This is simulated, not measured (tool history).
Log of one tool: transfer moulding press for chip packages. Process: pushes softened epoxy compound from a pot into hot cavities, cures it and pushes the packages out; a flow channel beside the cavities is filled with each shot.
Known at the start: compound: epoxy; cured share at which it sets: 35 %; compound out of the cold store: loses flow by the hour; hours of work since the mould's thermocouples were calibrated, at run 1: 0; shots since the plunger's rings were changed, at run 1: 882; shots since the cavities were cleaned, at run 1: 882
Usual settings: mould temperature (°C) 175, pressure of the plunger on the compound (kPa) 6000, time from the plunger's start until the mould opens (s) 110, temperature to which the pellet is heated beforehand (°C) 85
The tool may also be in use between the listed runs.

| run | hour | mould temperature (°C) | pressure of the plunger on the compound (kPa) | time from the plunger's start until the mould opens (s) | temperature to which the pellet is heated beforehand (°C) | hours of work since the mould's thermocouples were calibrated | shots since the plunger's rings were changed | shots since the cavities were cleaned | incoming compound's hours out of the cold store | length that the compound runs in the flow channel (mm) | greatest force on the pins that push the packages out (N) |
|---|---|---|---|---|---|---|---|---|---|---|---|
| 1 | 0 | 175 | 6000 | 110 | 85 | 0 | 882 | 882 | 21.4 | 806 | 691 |
| 2 | 28.9 | 175 | 6000 | 110 | 82 | 17 | 1157 | 1157 | 34.8 | 733 | 751 |
|  | 32.6 | cavities cleaned with cleaning compound and waxed |
| 3 | 62.5 | 175 | 6000 | 110 | 82 | 36 | 1462 | 284 | 9.2 | 871 | 541 |
| 4 | 100.5 | 175 | 6000 | 110 | 85 | 58 | 1824 | 646 | 31.1 | 752 | 622 |
| 5 | 140.1 | 175 | 6000 | 106 | 85 | 81 | 2201 | 1023 | 13 | 841 | 774 |
|  | 159.4 | cavities cleaned with cleaning compound and waxed |
| 6 | 175.2 | 175 | 6000 | 106 | 85 | 100 | 2521 | 150 | 47.9 | 664 | 456 |
| 7 | 212.3 | 175 | 6000 | 110 | 85 | 122 | 2873 | 502 | 44.4 | 671 | 599 |
| 8 | 239.6 | 175 | 6000 | 110 | 85 | 138 | 3134 | 763 | 27.9 | 753 | 661 |
| 9 | 282.6 | 175 | 6000 | 110 | 85 | 163 | 3543 | 1172 | 33.2 | 715 | 728 |
|  | 287.7 | cavities cleaned with cleaning compound and waxed |
| 10 | 317.9 | 175 | 6000 | 110 | 85 | 182 | 3865 | 288 | 32.9 | 721 | 505 |
|  | 367.2 | plunger's sealing rings changed |
| 11 | 367.8 | 176 | 6000 | 110 | 85 | 210 | 7 | 739 | 18.5 | 835 | 657 |
|  | 415.5 | cavities cleaned with cleaning compound and waxed |
| 12 | 418 | 176 | 6000 | 110 | 85 | 238 | 470 | 24 | 26.8 | 796 | 380 |
| 13 | 458.4 | 176 | 6000 | 110 | 80 | 261 | 854 | 408 | 13.2 | 853 | 590 |
| 14 | 496.1 | 176 | 6000 | 110 | 80 | 283 | 1213 | 767 | 17.2 | 824 | 669 |
| 15 | 537 | 176 | 6000 | 110 | 80 | 307 | 1602 | 1156 | 14 | 834 | 754 |
|  | 542.6 | cavities cleaned with cleaning compound and waxed |
| 16 | 584.3 | 176 | 6000 | 110 | 80 | 334 | 2038 | 396 | 19.8 | 806 | 569 |
| 17 | 627.9 | 176 | 6000 | 110 | 83 | 359 | 2453 | 811 | 44.7 | 684 | 643 |
|  | 669.8 | cavities cleaned with cleaning compound and waxed |
| 18 | 678.2 | 176 | 6000 | 110 | 83 | 387 | 2918 | 81 | 27.7 | 758 | 404 |
| 19 | 725.8 | 176 | 6000 | 110 | 83 | 415 | 3371 | 534 | 47.5 | 658 | 584 |
| 20 | 760.3 | 181 | 5880 | 95 | 83 | 435 | 3699 | 862 | 20.4 | 781 | 688 |
|  | 795.9 | cavities cleaned with cleaning compound and waxed |
| 21 | 799.9 | 170 | 6300 | 95 | 83 | 457 | 4062 | 39 | 34 | 733 | 558 |
|  | 829.7 | plunger's sealing rings changed |
| 22 | 850 | 170 | 6340 | 135 | 93 | 485 | 193 | 491 | 44.2 | 724 | 562 |
| 23 | 870.8 | 170 | 6340 | 116 | 78 | 497 | 391 | 689 | 25.1 | 818 | 700 |
| 24 | 908.9 | 182 | 6340 | 116 | 78 | 519 | 754 | 1052 | 37.3 | 738 | 666 |
|  | 923.7 | cavities cleaned with cleaning compound and waxed |
| 25 | 940.7 | 175 | 6880 | 91 | 88 | 537 | 1042 | 161 | 15.4 | 898 | 564 |
|  | 961.9 | mould's thermocouples calibrated |
| 26 | 969.7 | 175 | 4820 | 110 | 89 | 5 | 1299 | 418 | 38.7 | 639 | 553 |
| 27 | 1015.1 | 175 | 4820 | 110 | 89 | 31 | 1731 | 850 | 42.5 | 622 | 657 |
|  | 1050.7 | cavities cleaned with cleaning compound and waxed |
| 28 | 1062 | 175 | 4820 | 110 | 89 | 57 | 2164 | 108 | 45.4 | 601 | 417 |
| 29 | 1093.4 | 175 | 5370 | 110 | 76 | 76 | 2462 | 406 | 11 | 804 | 572 |

3 ways to go on from here, each from the tool as it stands after run 29. What would each give?
| A | 1120.1 | 173 | 6000 | 110 | 77 | 91 | 2716 | 660 | 16.8 | ? | ? |
| B | 1120.1 | 167 | 5650 | 99 | 85 | 91 | 2716 | 660 | 34.4 | ? | ? |
| C | 1120.1 | 173 | 5370 | 111 | 76 | 91 | 2716 | 660 | 20.8 | ? | ? |

| run | length that the compound runs in the flow channel (mm) | greatest force on the pins that push the packages out (N) |
|---|---|---|
| A | 811 | 704 |
| B | 718 | 1069 |
| C | 750 | 687 |
Without the tool's hidden state the same runs would have given:
| run | length that the compound runs in the flow channel (mm) | greatest force on the pins that push the packages out (N) |
|---|---|---|
| A | 840 | 398 |
| B | 745 | 605 |
| C | 778 | 388 |

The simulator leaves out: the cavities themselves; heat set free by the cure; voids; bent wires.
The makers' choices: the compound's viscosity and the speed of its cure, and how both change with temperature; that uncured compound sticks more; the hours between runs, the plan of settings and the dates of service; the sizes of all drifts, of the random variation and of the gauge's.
